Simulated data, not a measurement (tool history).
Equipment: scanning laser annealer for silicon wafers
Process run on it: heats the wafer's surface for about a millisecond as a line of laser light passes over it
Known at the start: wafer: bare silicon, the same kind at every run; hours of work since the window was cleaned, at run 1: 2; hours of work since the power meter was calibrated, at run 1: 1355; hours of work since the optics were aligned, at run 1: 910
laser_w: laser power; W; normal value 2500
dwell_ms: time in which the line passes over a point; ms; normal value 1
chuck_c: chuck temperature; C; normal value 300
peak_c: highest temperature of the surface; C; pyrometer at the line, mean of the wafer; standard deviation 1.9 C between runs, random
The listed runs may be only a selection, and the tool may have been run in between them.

run	hour	laser_w	dwell_ms	chuck_c	hours of work since the window was cleaned	hours of work since the power meter was calibrated	hours of work since the optics were aligned	peak_c
1	0	2500	1	300	2	1355	910	1128
2	33.4	2500	1	300	24	1378	932	1123
3	62.6	2500	1	300	44	1398	952	1120
4	125.1	2500	0.71	300	87	1440	994	981
5	159.4	2500	1	300	110	1463	1017	1109
6	214.2	2500	1	300	147	1500	1055	1105
7	258.4	2500	1	300	177	1530	1084	1103
8	310.1	2500	1	300	212	1565	1120	1100
9	343.7	2500	1	320	235	1588	1142	1115
10	401.9	2500	1	320	274	1627	1182	1112
11	470.4	2179	1	320	320	1674	1228	972
# hour 520.2: window over the wafer cleaned
12	526.6	2500	0.72	300	4	1710	1265	988
13	593.4	2241	0.72	300	50	1756	1310	892
14	657.5	2241	0.72	300	93	1799	1353	888
15	705.9	2241	0.72	300	126	1832	1386	887
16	752.9	2241	0.72	300	158	1864	1418	882
# hour 785.1: optics aligned, line set to its width
17	796.7	2241	0.7	300	184	1890	8	886
18	834	2241	0.7	300	209	1915	33	889
19	865.4	2241	0.7	300	230	1936	54	887
20	913.7	2193	1	300	263	1969	87	981
21	979	2343	1.04	300	307	2013	131	1057
22	1021.9	2408	1	328	336	2042	160	1092
# hour 1051.6: window over the wafer cleaned
23	1070.1	2462	1	328	12	2074	192	1152
24	1128	2270	0.94	338	52	2113	231	1043
25	1162.6	2325	0.94	281	75	2136	254	1013
26	1198	2500	1	288	99	2160	278	1113
27	1253.9	2500	1	288	137	2198	316	1109
28	1293.6	2500	1.13	324	164	2225	343	1198
29	1327.8	2500	1.13	324	187	2248	366	1200
30	1368.9	2500	1.13	324	215	2276	394	1192
31	1420.3	2213	1	307	250	2311	429	996
32	1483.9	2213	1	307	293	2354	472	990
33	1538.5	2523	0.9	337	330	2391	509	1100
# hour 1573: window over the wafer cleaned
34	1590.7	2731	0.82	295	12	2425	543	1138
35	1645.1	2731	0.82	312	49	2462	580	1151
36	1695	2500	1.21	300	83	2495	613	1208
37	1754.2	2500	1.13	290	123	2536	653	1162
38	1808.7	2500	1	290	160	2572	690	1105
39	1849.1	2247	0.89	288	187	2600	718	947
40	1903.6	2247	0.89	288	224	2637	755	947

Predict each of these 5 candidate next runs independently; none follows another, all start after run 40:
A	1937.1	2568	0.89	288	247	2659	777	?
B	1937.1	2630	1.13	300	247	2659	777	?
C	1937.1	2224	0.78	300	247	2659	777	?
D	1937.1	2637	0.85	261	247	2659	777	?
E	1937.1	2500	1.01	300	247	2659	777	?

run	peak_c
A	1072
B	1215
C	902
D	1052
E	1107
Without the tool's hidden state the same runs would have given:
run	peak_c
A	1107
B	1257
C	929
D	1088
E	1144
